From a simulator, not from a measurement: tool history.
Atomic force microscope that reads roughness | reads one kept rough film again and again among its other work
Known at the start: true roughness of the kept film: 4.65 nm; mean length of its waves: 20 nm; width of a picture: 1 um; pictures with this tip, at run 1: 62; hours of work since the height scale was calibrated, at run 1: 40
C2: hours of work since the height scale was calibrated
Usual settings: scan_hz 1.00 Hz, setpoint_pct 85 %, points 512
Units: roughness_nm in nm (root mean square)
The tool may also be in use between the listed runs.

Run 1, hour 0.0: usual settings; pictures with this tip 62; C2 40. Result: roughness_nm 2.420 nm (root mean square).
Run 2, hour 10.0: usual settings; pictures with this tip 70; C2 44. Result: roughness_nm 2.384 nm (root mean square).
Run 3, hour 22.6: usual settings but points 399; pictures with this tip 81; C2 49. Result: roughness_nm 2.317 nm (root mean square).
Run 4, hour 36.1: usual settings but points 399; pictures with this tip 92; C2 55. Result: roughness_nm 2.263 nm (root mean square).
Run 5, hour 51.6: usual settings but scan_hz 3.13 Hz; pictures with this tip 105; C2 61. Result: roughness_nm 1.870 nm (root mean square).
Run 6, hour 61.8: usual settings but scan_hz 3.13 Hz; pictures with this tip 113; C2 65. Result: roughness_nm 1.833 nm (root mean square).
Run 7, hour 70.7: usual settings but scan_hz 3.13 Hz; pictures with this tip 121; C2 69. Result: roughness_nm 1.813 nm (root mean square).
At hour 78.3: new tip fitted.
Run 8, hour 82.7: usual settings but scan_hz 3.13 Hz; pictures with this tip 3; C2 74. Result: roughness_nm 2.341 nm (root mean square).
Run 9, hour 97.9: usual settings but scan_hz 3.13 Hz; pictures with this tip 16; C2 80. Result: roughness_nm 2.273 nm (root mean square).
Run 10, hour 106.3: usual settings; pictures with this tip 23; C2 84. Result: roughness_nm 2.614 nm (root mean square).
Run 11, hour 119.2: usual settings but scan_hz 0.75 Hz; pictures with this tip 34; C2 89. Result: roughness_nm 2.573 nm (root mean square).
Run 12, hour 128.6: usual settings but scan_hz 2.32 Hz; pictures with this tip 41; C2 93. Result: roughness_nm 2.251 nm (root mean square).
Run 13, hour 137.0: usual settings but setpoint_pct 59 %; pictures with this tip 48; C2 96. Result: roughness_nm 2.605 nm (root mean square).
Run 14, hour 147.9: usual settings but setpoint_pct 59 %; pictures with this tip 57; C2 101. Result: roughness_nm 2.578 nm (root mean square).
Run 15, hour 163.1: usual settings but setpoint_pct 59 %; pictures with this tip 70; C2 107. Result: roughness_nm 2.469 nm (root mean square).
Run 16, hour 170.7: usual settings but scan_hz 1.34 Hz, setpoint_pct 75 %; pictures with this tip 76; C2 110. Result: roughness_nm 2.349 nm (root mean square).
At hour 172.6: height scale calibrated on a step standard.
Run 17, hour 183.8: usual settings but scan_hz 1.34 Hz, setpoint_pct 70 %, points 289; pictures with this tip 86; C2 5. Result: roughness_nm 2.254 nm (root mean square).
Run 18, hour 200.2: usual settings but scan_hz 1.34 Hz, setpoint_pct 70 %, points 289; pictures with this tip 100; C2 11. Result: roughness_nm 2.201 nm (root mean square).
Run 19, hour 213.6: usual settings but scan_hz 1.34 Hz, setpoint_pct 70 %, points 289; pictures with this tip 111; C2 17. Result: roughness_nm 2.147 nm (root mean square).
Run 20, hour 230.4: usual settings but scan_hz 1.24 Hz, setpoint_pct 59 %, points 632; pictures with this tip 125; C2 24. Result: roughness_nm 2.199 nm (root mean square).
At hour 232.9: new tip fitted.
Run 21, hour 240.6: usual settings but setpoint_pct 55 %; pictures with this tip 6; C2 28. Result: roughness_nm 3.026 nm (root mean square).
Run 22, hour 247.5: usual settings but setpoint_pct 55 %; pictures with this tip 12; C2 31. Result: roughness_nm 2.978 nm (root mean square).
At hour 255.5: height scale calibrated on a step standard, once more.
Run 23, hour 260.5: usual settings but scan_hz 0.87 Hz, setpoint_pct 69 %; pictures with this tip 22; C2 2. Result: roughness_nm 2.840 nm (root mean square).
Run 24, hour 274.0: usual settings but scan_hz 0.77 Hz, setpoint_pct 60 %; pictures with this tip 33; C2 8. Result: roughness_nm 2.807 nm (root mean square).
Run 25, hour 284.7: usual settings but scan_hz 0.77 Hz, setpoint_pct 60 %; pictures with this tip 42; C2 12. Result: roughness_nm 2.769 nm (root mean square).
Run 26, hour 297.7: usual settings but scan_hz 0.86 Hz, setpoint_pct 67 %, points 951; pictures with this tip 53; C2 17. Result: roughness_nm 2.664 nm (root mean square).
Run 27, hour 312.0: usual settings but points 773; pictures with this tip 65; C2 23. Result: roughness_nm 2.424 nm (root mean square).
Run 28, hour 322.5: usual settings but scan_hz 0.57 Hz, points 626; pictures with this tip 73; C2 28. Result: roughness_nm 2.464 nm (root mean square).
Run 29, hour 332.2: usual settings but scan_hz 0.64 Hz, setpoint_pct 82 %, points 387; pictures with this tip 81; C2 31. Result: roughness_nm 2.405 nm (root mean square).
Run 30, hour 346.8: usual settings but scan_hz 2.95 Hz, setpoint_pct 78 %, points 761; pictures with this tip 94; C2 38. Result: roughness_nm 2.086 nm (root mean square).

Hidden state or all else? Some run-to-run changes of roughness_nm, split into what the settings, what came in and random variation would give without the hidden state, and what is left for the hidden state (with any gauge scatter that isn't in both results):
The hidden state here: radius of the tip, nm; height scale over the true one, %; drift of the gauge itself on roughness_nm, %.
Run 4 -> 5: scan_hz 1.00 -> 3.13, points 399 -> 512. roughness_nm -0.393 nm (root mean square): hidden state +0.045, all else -0.438.
Run 7 -> 8: new tip fitted. roughness_nm +0.528 nm (root mean square): hidden state +0.531, all else -0.003.
Run 12 -> 13: scan_hz 2.32 -> 1.00, setpoint_pct 85 -> 59. roughness_nm +0.354 nm (root mean square): hidden state -0.108, all else +0.462.
Run 20 -> 21: scan_hz 1.24 -> 1.00, setpoint_pct 59 -> 55, points 632 -> 512, new tip fitted. roughness_nm +0.827 nm (root mean square): hidden state +0.818, all else +0.009.
